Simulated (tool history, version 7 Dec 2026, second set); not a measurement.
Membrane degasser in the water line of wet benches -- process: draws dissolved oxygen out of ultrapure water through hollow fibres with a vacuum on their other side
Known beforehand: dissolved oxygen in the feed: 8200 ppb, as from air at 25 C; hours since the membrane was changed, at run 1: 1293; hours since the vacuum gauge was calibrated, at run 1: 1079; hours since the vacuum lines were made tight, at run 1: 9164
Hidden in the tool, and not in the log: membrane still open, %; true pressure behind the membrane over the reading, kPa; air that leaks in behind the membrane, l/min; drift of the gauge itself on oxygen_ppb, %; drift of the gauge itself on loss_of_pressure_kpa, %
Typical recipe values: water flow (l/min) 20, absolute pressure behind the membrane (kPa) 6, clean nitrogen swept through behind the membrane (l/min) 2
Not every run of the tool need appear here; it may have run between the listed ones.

| run | day | water flow (l/min) | absolute pressure behind the membrane (kPa) | clean nitrogen swept through behind the membrane (l/min) | hours since the membrane was changed | hours since the vacuum gauge was calibrated | hours since the vacuum lines were made tight | dissolved oxygen in the water behind the degasser (ppb) | pressure that the water loses in the fibres (kPa) |
|---|---|---|---|---|---|---|---|---|---|
| 1 | 0 | 20 | 6 | 2 | 1293 | 1079 | 9164 | 69.1 | 43.1 |
| 2 | 2.35 | 16 | 6 | 2 | 1350 | 1135 | 9221 | 54.5 | 34.55 |
| 3 | 5.079 | 16 | 6 | 2 | 1415 | 1201 | 9286 | 55.8 | 34.34 |
| 4 | 9.142 | 16 | 6 | 2 | 1513 | 1298 | 9384 | 53.6 | 34.37 |
| 5 | 12.558 | 20 | 6 | 2 | 1595 | 1380 | 9466 | 68.7 | 43.15 |
| 6 | 16.15 | 20 | 6 | 2 | 1681 | 1467 | 9552 | 68.7 | 43.38 |
| 7 | 19.967 | 20 | 6 | 2 | 1772 | 1558 | 9643 | 68.7 | 42.92 |
| 8 | 22.883 | 20 | 6 | 2 | 1842 | 1628 | 9713 | 68.8 | 43.34 |
| 9 | 26.996 | 20 | 6 | 1.27 | 1941 | 1727 | 9812 | 103.1 | 43.35 |
| 10 | 31.108 | 19 | 6 | 1.27 | 2040 | 1826 | 9911 | 98.3 | 41.22 |
| 11 | 33.488 | 19 | 6 | 1.27 | 2097 | 1883 | 9968 | 99.9 | 41.42 |
| 12 | 36.779 | 20 | 12.82 | 2 | 2176 | 1962 | 10047 | 225.8 | 43.74 |
| 13 | 38.858 | 20 | 12.82 | 2 | 2226 | 2012 | 10097 | 229.3 | 43.7 |
| 14 | 41.838 | 20 | 12.82 | 2 | 2297 | 2083 | 10168 | 227.4 | 43.95 |
| 15 | 46.067 | 20 | 12.82 | 2 | 2399 | 2185 | 10270 | 224.8 | 43.56 |
|  | 46.917 | gauge calibrated |
| 16 | 48.871 | 20 | 12.82 | 2 | 2466 | 2252 | 10337 | 222.5 | 42.77 |
| 17 | 51.258 | 20 | 9.42 | 1.14 | 2523 | 2309 | 10394 | 243 | 42.71 |
| 18 | 53.183 | 20 | 7.41 | 1.14 | 2570 | 2355 | 10441 | 167.7 | 42.99 |
| 19 | 55.471 | 20 | 7.41 | 1.14 | 2624 | 2410 | 10495 | 166.4 | 42.83 |
| 20 | 57.45 | 20 | 7.41 | 1.14 | 2672 | 2458 | 10543 | 168.3 | 42.8 |
| 21 | 60.138 | 32 | 6.17 | 2.54 | 2736 | 2522 | 10607 | 99.3 | 68.99 |
| 22 | 63.108 | 32 | 6.17 | 5.71 | 2808 | 2594 | 10679 | 54.5 | 68.72 |
| 23 | 65.075 | 32 | 6.17 | 5.71 | 2855 | 2641 | 10726 | 54.7 | 68.76 |
| 24 | 68.588 | 32 | 6.17 | 5.71 | 2939 | 2725 | 10810 | 55.4 | 69.08 |
| 25 | 71.012 | 32 | 6.17 | 5.71 | 2997 | 2783 | 10868 | 54.9 | 69.69 |

The next listed run, before its measurement:
| 26 | 74.996 | 23 | 12.22 | 5.71 | 3093 | 2879 | 10964 | ? | ? |

dissolved oxygen in the water behind the degasser (ppb): 92.9
pressure that the water loses in the fibres (kPa): 50.2
Minus the tool's unlogged condition, the same run would have read dissolved oxygen in the water behind the degasser (ppb) 92.8, pressure that the water loses in the fibres (kPa) 49.46.
